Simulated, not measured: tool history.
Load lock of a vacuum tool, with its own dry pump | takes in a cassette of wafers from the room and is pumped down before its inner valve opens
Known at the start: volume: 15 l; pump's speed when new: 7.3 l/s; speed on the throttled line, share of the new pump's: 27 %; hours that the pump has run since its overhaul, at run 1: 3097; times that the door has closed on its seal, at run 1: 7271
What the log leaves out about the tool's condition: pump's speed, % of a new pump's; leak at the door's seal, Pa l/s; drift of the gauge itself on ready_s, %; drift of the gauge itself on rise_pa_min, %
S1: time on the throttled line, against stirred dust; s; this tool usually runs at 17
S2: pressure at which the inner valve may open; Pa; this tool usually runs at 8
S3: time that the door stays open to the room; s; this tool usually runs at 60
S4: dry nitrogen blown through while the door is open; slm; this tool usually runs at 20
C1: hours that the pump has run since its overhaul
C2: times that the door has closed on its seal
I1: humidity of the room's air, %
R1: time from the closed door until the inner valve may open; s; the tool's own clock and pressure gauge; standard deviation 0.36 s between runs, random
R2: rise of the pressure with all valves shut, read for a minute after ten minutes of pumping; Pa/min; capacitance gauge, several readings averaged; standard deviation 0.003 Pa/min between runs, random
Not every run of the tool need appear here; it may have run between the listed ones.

run	hour	S1	S2	S3	S4	C1	C2	I1	R1	R2
1	0	17	8	60	20	3097	7271	45.9	32.9	0.069
2	57.8	17	8	60	20	3155	7451	47.1	32.4	0.076
3	143.1	17	8	60	20	3240	7717	46.1	33.2	0.074
4	189.7	17	8	60	20	3287	7863	43.8	33.4	0.076
5	243.6	17	8	60	35	3340	8031	46.6	33.1	0.068
6	302.5	17	8	60	35	3399	8215	44.7	32.2	0.071
7	417.3	17	8	60	35	3514	8573	43	33	0.07
8	487.3	17	8	60	35	3584	8791	46	32.7	0.078
9	601.7	27	8	148	6	3699	9148	46.4	40.4	0.133
10	665.9	14	11	236	6	3763	9348	44.9	30	0.17
11	716.3	10	11	41	9	3813	9506	47.3	27.2	0.087
12	767.5	28	11	41	9	3864	9665	44.1	39.4	0.089
13	817.8	10	8	57	20	3915	9822	44.6	28	0.088
14	918	8	7	57	26	4015	10135	39.9	26.3	0.081
15	992.2	13	8	68	20	4089	10366	42.4	30.9	0.093

Branching from run 15: 4 alternative next runs. What would each branch give?
A	1086.7	14	8	45	24	4184	10661	42	?	?
B	1086.7	12	9	60	20	4184	10661	44.3	?	?
C	1086.7	17	10	26	17	4184	10661	41.5	?	?
D	1086.7	17	10	60	5	4184	10661	46.7	?	?

run	R1	R2
A	30.9	0.076
B	29.7	0.092
C	32.1	0.072
D	32.9	0.103
Stripped of hidden state, with their random variation kept, the same runs would have yielded:
run	R1	R2
A	29.8	0.026
B	28.6	0.04
C	31.2	0.022
D	31.9	0.052

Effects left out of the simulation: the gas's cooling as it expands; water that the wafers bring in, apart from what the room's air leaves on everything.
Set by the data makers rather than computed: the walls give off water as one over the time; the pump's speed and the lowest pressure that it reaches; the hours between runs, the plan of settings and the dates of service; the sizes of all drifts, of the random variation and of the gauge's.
